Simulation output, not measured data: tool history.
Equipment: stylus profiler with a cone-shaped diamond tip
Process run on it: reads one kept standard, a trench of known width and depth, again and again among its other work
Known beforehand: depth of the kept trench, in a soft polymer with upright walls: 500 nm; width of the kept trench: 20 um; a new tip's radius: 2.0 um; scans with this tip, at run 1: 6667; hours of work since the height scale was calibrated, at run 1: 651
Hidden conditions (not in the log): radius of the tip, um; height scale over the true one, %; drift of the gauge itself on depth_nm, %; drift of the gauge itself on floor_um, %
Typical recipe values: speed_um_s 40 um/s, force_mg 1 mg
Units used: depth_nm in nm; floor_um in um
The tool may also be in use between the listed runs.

| run | day | speed_um_s | force_mg | scans with this tip | hours of work since the height scale was calibrated | depth_nm | floor_um |
|---|---|---|---|---|---|---|---|
| 1 | 0 | 40 | 1 | 6667 | 651 | 502.75 | 16.85 |
| 2 | 1.683 | 40 | 1 | 6852 | 669 | 502.7 | 16.79 |
| 3 | 3.246 | 40 | 1 | 7022 | 686 | 502.7 | 16.73 |
| 4 | 4.517 | 40 | 0.37 | 7161 | 700 | 500.92 | 16.65 |
| 5 | 5.55 | 146 | 1 | 7275 | 711 | 502.57 | 16.36 |
| 6 | 7.312 | 41 | 1 | 7468 | 730 | 502.65 | 16.73 |
| 7 | 8.179 | 16 | 1 | 7562 | 739 | 502.65 | 16.83 |
| 8 | 9.638 | 20 | 1 | 7722 | 754 | 502.66 | 16.75 |
| 9 | 11.721 | 20 | 1 | 7950 | 777 | 502.6 | 16.78 |
| 10 | 13.367 | 20 | 1 | 8130 | 794 | 502.6 | 16.8 |
| 11 | 14.792 | 24 | 1 | 8286 | 810 | 502.59 | 16.75 |
| 12 | 16.842 | 33 | 0.79 | 8510 | 832 | 502.03 | 16.7 |
| 13 | 18.508 | 33 | 0.79 | 8693 | 849 | 501.98 | 16.67 |
| 14 | 20.017 | 50 | 1.8 | 8858 | 865 | 504.19 | 16.7 |
| 15 | 21.875 | 61 | 1.8 | 9061 | 885 | 504.24 | 16.65 |
| 16 | 22.867 | 108 | 1.37 | 9169 | 896 | 503.33 | 16.47 |
| 17 | 24.304 | 40 | 0.67 | 9327 | 911 | 501.67 | 16.63 |
| 18 | 26.138 | 40 | 0.67 | 9528 | 931 | 501.67 | 16.55 |
| 19 | 27.804 | 40 | 0.67 | 9710 | 949 | 501.72 | 16.57 |
| 20 | 29.079 | 40 | 0.67 | 9850 | 962 | 501.65 | 16.61 |
| 21 | 30.717 | 40 | 1.15 | 10029 | 980 | 502.71 | 16.63 |

Predict each of these 4 candidate next runs independently; none follows another, all start after run 21:
| A | 32.496 | 50 | 1.29 | 10223 | 999 | ? | ? |
| B | 32.496 | 12 | 1.36 | 10223 | 999 | ? | ? |
| C | 32.496 | 105 | 1.15 | 10223 | 999 | ? | ? |
| D | 32.496 | 153 | 0.44 | 10223 | 999 | ? | ? |

| run | depth_nm | floor_um |
|---|---|---|
| A | 503.06 | 16.54 |
| B | 503.16 | 16.7 |
| C | 502.63 | 16.3 |
| D | 500.94 | 15.87 |
Without the tool's hidden state the same runs would have given:
| run | depth_nm | floor_um |
|---|---|---|
| A | 504.3 | 17.16 |
| B | 504.41 | 17.32 |
| C | 503.88 | 16.92 |
| D | 502.18 | 16.49 |

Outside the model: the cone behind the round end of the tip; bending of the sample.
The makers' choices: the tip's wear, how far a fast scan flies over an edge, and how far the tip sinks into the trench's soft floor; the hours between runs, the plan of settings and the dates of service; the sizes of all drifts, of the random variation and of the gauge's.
